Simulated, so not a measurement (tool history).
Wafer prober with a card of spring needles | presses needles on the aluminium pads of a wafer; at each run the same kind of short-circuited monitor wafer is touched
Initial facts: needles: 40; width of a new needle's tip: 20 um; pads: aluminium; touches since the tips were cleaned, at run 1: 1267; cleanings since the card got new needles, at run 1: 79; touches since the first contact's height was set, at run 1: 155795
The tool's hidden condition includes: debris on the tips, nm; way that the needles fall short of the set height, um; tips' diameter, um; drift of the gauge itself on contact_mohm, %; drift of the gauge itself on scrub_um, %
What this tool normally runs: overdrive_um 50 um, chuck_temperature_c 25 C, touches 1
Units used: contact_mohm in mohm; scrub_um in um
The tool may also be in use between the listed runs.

run     day  overdrive_um  chuck_temperature_c  touches  touches since the tips were cleaned  cleanings since the card got new needles  touches since the first contact's height was set  contact_mohm  scrub_um
  1       0            50                   25        1                                 1267                                        79                                            155795           258     11.65
      0.279  -- tips cleaned on abrasive film
  2   0.608            50                   58        1                                 3810                                        80                                            162727           589      11.2
      0.658  -- tips cleaned on abrasive film
      1.029  -- tips cleaned on abrasive film
  3   1.308            50                   83        1                                 3193                                        82                                            170607           451     11.05
      1.388  -- tips cleaned on abrasive film
      1.767  -- tips cleaned on abrasive film
  4   2.029            50                   44        1                                 3033                                        84                                            178783           459     11.07
      2.125  -- tips cleaned on abrasive film
      2.258  -- tips cleaned on abrasive film, once more
      2.688  -- tips cleaned on abrasive film
  5    2.85            58                   25        1                                 1892                                        87                                            188030           313     12.99
      3.088  -- tips cleaned on abrasive film
        3.1  -- height of the first contact set anew
  6   3.367            58                   25        1                                 3060                                        88                                              3060           323      14.8
      3.512  -- tips cleaned on abrasive film
      3.875  -- tips cleaned on abrasive film
      4.258  -- tips cleaned on abrasive film
  7   4.492            39                   25        1                                 2656                                        91                                             15755           511      9.86
      4.646  -- tips cleaned on abrasive film
      5.025  -- tips cleaned on abrasive film
  8   5.288            39                   25        1                                 3000                                        93                                             24765           555      9.71
      5.421  -- tips cleaned on abrasive film
      5.804  -- tips cleaned on abrasive film
  9   6.038            39                   25        1                                 2678                                        95                                             33269           530      9.79
      6.188  -- tips cleaned on abrasive film
      6.592  -- tips cleaned on abrasive film
 10    6.85            50                   25        1                                 2943                                        97                                             42459           403      12.5
      7.025  -- tips cleaned on abrasive film
      7.433  -- tips cleaned on abrasive film
 11   7.738            50                   25        2                                 3474                                        99                                             52518           320     12.36
        7.8  -- tips cleaned on abrasive film
      8.167  -- tips cleaned on abrasive film
 12   8.192            50                   25        2                                  296                                       101                                             57624           186     12.34
      8.592  -- tips cleaned on abrasive film
      8.971  -- tips cleaned on abrasive film
 13   9.258            50                   25        2                                 3293                                       103                                             69735           315     12.25
      9.338  -- tips cleaned on abrasive film
      9.712  -- tips cleaned on abrasive film
     10.096  -- tips cleaned on abrasive film
 14  10.358            50                   25        1                                 3015                                       106                                             82174           408     12.21
     10.492  -- tips cleaned on abrasive film
     10.904  -- tips cleaned on abrasive film
     11.342  -- tips cleaned on abrasive film
 15  11.383            50                   25        1                                  455                                       109                                             93727           234     12.19
     11.712  -- tips cleaned on abrasive film
     12.092  -- tips cleaned on abrasive film
     12.475  -- tips cleaned on abrasive film
 16  12.483            50                   25        1                                   77                                       112                                            106156           202     12.05
     12.908  -- tips cleaned on abrasive film
     13.346  -- tips cleaned on abrasive film
 17  13.462            50                   34        1                                 1339                                       114                                            117283           306     11.97
     13.771  -- tips cleaned on abrasive film
     14.158  -- tips cleaned on abrasive film
 18  14.158            50                   63        3                                    0                                       116                                            125132           174        12
      14.55  -- tips cleaned on abrasive film
     14.933  -- tips cleaned on abrasive film
 19  15.233            35                   29        1                                 3464                                       118                                            137354           801       8.1
     15.308  -- tips cleaned on abrasive film
     15.683  -- tips cleaned on abrasive film
     16.046  -- tips cleaned on abrasive film
 20  16.346            35                   29        1                                 3439                                       121                                            149919           832       7.9
     16.438  -- tips cleaned on abrasive film
     16.858  -- tips cleaned on abrasive film
 21  17.104            58                   44        2                                 2791                                       123                                            158489           274     13.83
     17.246  -- tips cleaned on abrasive film
     17.646  -- tips cleaned on abrasive film
     18.017  -- tips cleaned on abrasive film
 22  18.162            45                   25        2                                 1701                                       126                                            170464           328     10.36
     18.396  -- tips cleaned on abrasive film
 23  18.683            45                   25        2                                 3261                                       127                                            176356           410     10.37
     18.758  -- tips cleaned on abrasive film
     19.129  -- tips cleaned on abrasive film
     19.512  -- tips cleaned on abrasive film
 24  19.646            50                   92        1                                 1511                                       130                                            187225           345     11.41
     19.904  -- tips cleaned on abrasive film
     20.004  -- height of the first contact set anew
     20.279  -- tips cleaned on abrasive film
     20.675  -- tips cleaned on abrasive film
 25  20.675            50                   92        1                                   26                                       133                                              7587           190     12.61
     21.058  -- tips cleaned on abrasive film
 26  21.175            47                   28        2                                 1303                                       134                                             13237           257     11.86
     21.442  -- tips cleaned on abrasive film
     21.842  -- tips cleaned on abrasive film
 27  21.917            47                   28        2                                  902                                       136                                             21659           246     11.89
     22.233  -- tips cleaned on abrasive film
       22.6  -- tips cleaned on abrasive film
 28  22.754            36                   29        3                                 1769                                       138                                             31128           316      8.95
     23.042  -- tips cleaned on abrasive film
     23.412  -- tips cleaned on abrasive film
     23.817  -- tips cleaned on abrasive film
 29  23.821            66                   34        3                                   30                                       141                                             43180           156      16.4

Each row is a separate what-if for the run after 29, all from the same tool condition, not one after another. Results?
     24.208  -- tips cleaned on abrasive film
  A  24.5            66                   34        1                                 3343                                       142                                             50891             ?         ?
     24.208  -- tips cleaned on abrasive film
  B  24.5            39                   34        2                                 3343                                       142                                             50891             ?         ?
     24.208  -- tips cleaned on abrasive film
  C  24.5            50                   91        1                                 3343                                       142                                             50891             ?         ?
     24.208  -- tips cleaned on abrasive film
  D  24.5            50                   34        1                                 3343                                       142                                             50891             ?         ?
     24.208  -- tips cleaned on abrasive film
  E  24.5            50                   25        2                                 3343                                       142                                             50891             ?         ?

run  contact_mohm  scrub_um
  A           323     16.39
  B           471      9.66
  C           450     12.45
  D           459     12.45
  E           338     12.37
Had the tool no hidden state, the same runs would have come out as:
run  contact_mohm  scrub_um
  A           138     16.68
  B           155      9.95
  C           159     12.74
  D           145     12.74
  E           143     12.66

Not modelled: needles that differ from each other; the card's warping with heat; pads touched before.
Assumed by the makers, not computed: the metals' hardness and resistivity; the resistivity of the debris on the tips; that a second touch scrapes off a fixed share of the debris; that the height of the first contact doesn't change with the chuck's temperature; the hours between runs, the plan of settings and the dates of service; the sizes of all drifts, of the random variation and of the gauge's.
